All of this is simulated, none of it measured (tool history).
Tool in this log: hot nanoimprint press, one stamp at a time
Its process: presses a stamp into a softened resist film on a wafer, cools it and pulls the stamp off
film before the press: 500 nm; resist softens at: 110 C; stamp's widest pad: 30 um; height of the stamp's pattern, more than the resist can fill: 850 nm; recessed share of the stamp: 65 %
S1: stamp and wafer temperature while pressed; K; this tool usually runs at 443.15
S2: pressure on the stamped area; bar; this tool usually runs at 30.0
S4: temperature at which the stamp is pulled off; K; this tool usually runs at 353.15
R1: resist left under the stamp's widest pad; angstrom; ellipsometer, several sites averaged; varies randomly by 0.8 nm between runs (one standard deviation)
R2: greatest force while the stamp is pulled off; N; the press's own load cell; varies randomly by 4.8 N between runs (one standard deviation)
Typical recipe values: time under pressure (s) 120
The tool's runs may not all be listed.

Run 1, hour 0.0: usual settings. Result: R1 2077 angstrom, R2 255 N.
Run 2, hour 7.7: usual settings. Result: R1 2102 angstrom, R2 252 N.
Run 3, hour 15.3: usual settings but S4 349.15 K. Result: R1 2082 angstrom, R2 283 N.
Run 4, hour 23.5: usual settings. Result: R1 2089 angstrom, R2 268 N.
Run 5, hour 33.2: usual settings but S4 348.15 K. Result: R1 2085 angstrom, R2 283 N.
Run 6, hour 41.6: usual settings but S4 360.15 K. Result: R1 2083 angstrom, R2 214 N.
Run 7, hour 47.1: usual settings but S1 445.15 K. Result: R1 1932 angstrom, R2 248 N.
Run 8, hour 56.6: usual settings but S1 445.15 K. Result: R1 1946 angstrom, R2 275 N.
Run 9, hour 63.7: usual settings but S1 445.15 K. Result: R1 1939 angstrom, R2 261 N.
Run 10, hour 70.5: usual settings but S1 445.15 K. Result: R1 1924 angstrom, R2 275 N.
Run 11, hour 80.1: usual settings but S1 445.15 K. Result: R1 1938 angstrom, R2 262 N.
Run 12, hour 90.9: usual settings but S1 445.15 K. Result: R1 1935 angstrom, R2 265 N.
Run 13, hour 100.1: usual settings but S1 445.15 K. Result: R1 1938 angstrom, R2 257 N.
Run 14, hour 110.4: usual settings but S1 445.15 K. Result: R1 1936 angstrom, R2 263 N.
Run 15, hour 117.0: usual settings but S1 445.15 K. Result: R1 1946 angstrom, R2 267 N.
Run 16, hour 126.6: usual settings but S1 445.15 K. Result: R1 1942 angstrom, R2 264 N.
At hour 132.2: plate thermocouple calibrated.
Run 17, hour 134.8: usual settings but S1 438.15 K, S2 42.5 bar, time under pressure (s) 143, S4 348.15 K. Result: R1 2032 angstrom, R2 297 N.
Run 18, hour 144.5: usual settings but S1 437.15 K, S2 42.5 bar, time under pressure (s) 200, S4 348.15 K. Result: R1 1852 angstrom, R2 293 N.
Run 19, hour 154.0: usual settings but S1 437.15 K, S2 42.5 bar, time under pressure (s) 200, S4 348.15 K. Result: R1 1856 angstrom, R2 302 N.
Run 20, hour 163.8: usual settings but S1 438.15 K, S2 42.5 bar, time under pressure (s) 81, S4 345.15 K. Result: R1 2555 angstrom, R2 320 N.
Run 21, hour 170.3: usual settings but S1 438.15 K, S2 42.5 bar, time under pressure (s) 112, S4 355.15 K. Result: R1 2261 angstrom, R2 264 N.
Run 22, hour 178.0: usual settings but S1 438.15 K, S2 42.5 bar, time under pressure (s) 112, S4 355.15 K. Result: R1 2260 angstrom, R2 258 N.
Run 23, hour 186.2: usual settings but S1 450.15 K, S2 42.3 bar, time under pressure (s) 95, S4 355.15 K. Result: R1 1474 angstrom, R2 260 N.
Run 24, hour 192.7: usual settings but S1 451.15 K, S2 37.6 bar, time under pressure (s) 99, S4 355.15 K. Result: R1 1477 angstrom, R2 257 N.
Run 25, hour 201.8: usual settings but time under pressure (s) 112, S4 348.15 K. Result: R1 2127 angstrom, R2 304 N.
Run 26, hour 210.8: usual settings but time under pressure (s) 112, S4 348.15 K. Result: R1 2146 angstrom, R2 302 N.
Run 27, hour 216.3: usual settings but S2 20.9 bar, time under pressure (s) 112, S4 348.15 K. Result: R1 2482 angstrom, R2 308 N.
Run 28, hour 222.1: usual settings but S2 20.9 bar, time under pressure (s) 112, S4 348.15 K. Result: R1 2461 angstrom, R2 310 N.
Run 29, hour 227.8: usual settings but S1 441.15 K, time under pressure (s) 94. Result: R1 2488 angstrom, R2 269 N.
Run 30, hour 233.3: usual settings but time under pressure (s) 165, S4 341.15 K. Result: R1 1818 angstrom, R2 358 N.
Run 31, hour 237.8: usual settings but time under pressure (s) 165, S4 341.15 K. Result: R1 1821 angstrom, R2 358 N.

Below are 3 alternative next runs, each starting from the tool's condition after run 31. Predict each:
Run A, hour 245.6: usual settings but S2 26.2 bar, time under pressure (s) 164, S4 356.15 K. Result: R1 ?, R2 ?.
Run B, hour 245.6: usual settings but time under pressure (s) 69. Result: R1 ?, R2 ?.
Run C, hour 245.6: usual settings but time under pressure (s) 167. Result: R1 ?, R2 ?.

run    R1   R2
  A  1947  261
  B  2571  279
  C  1808  274
With the hidden condition removed and each run's random variation left untouched, the same runs would have given:
run    R1   R2
  A  1924  221
  B  2543  236
  C  1785  232

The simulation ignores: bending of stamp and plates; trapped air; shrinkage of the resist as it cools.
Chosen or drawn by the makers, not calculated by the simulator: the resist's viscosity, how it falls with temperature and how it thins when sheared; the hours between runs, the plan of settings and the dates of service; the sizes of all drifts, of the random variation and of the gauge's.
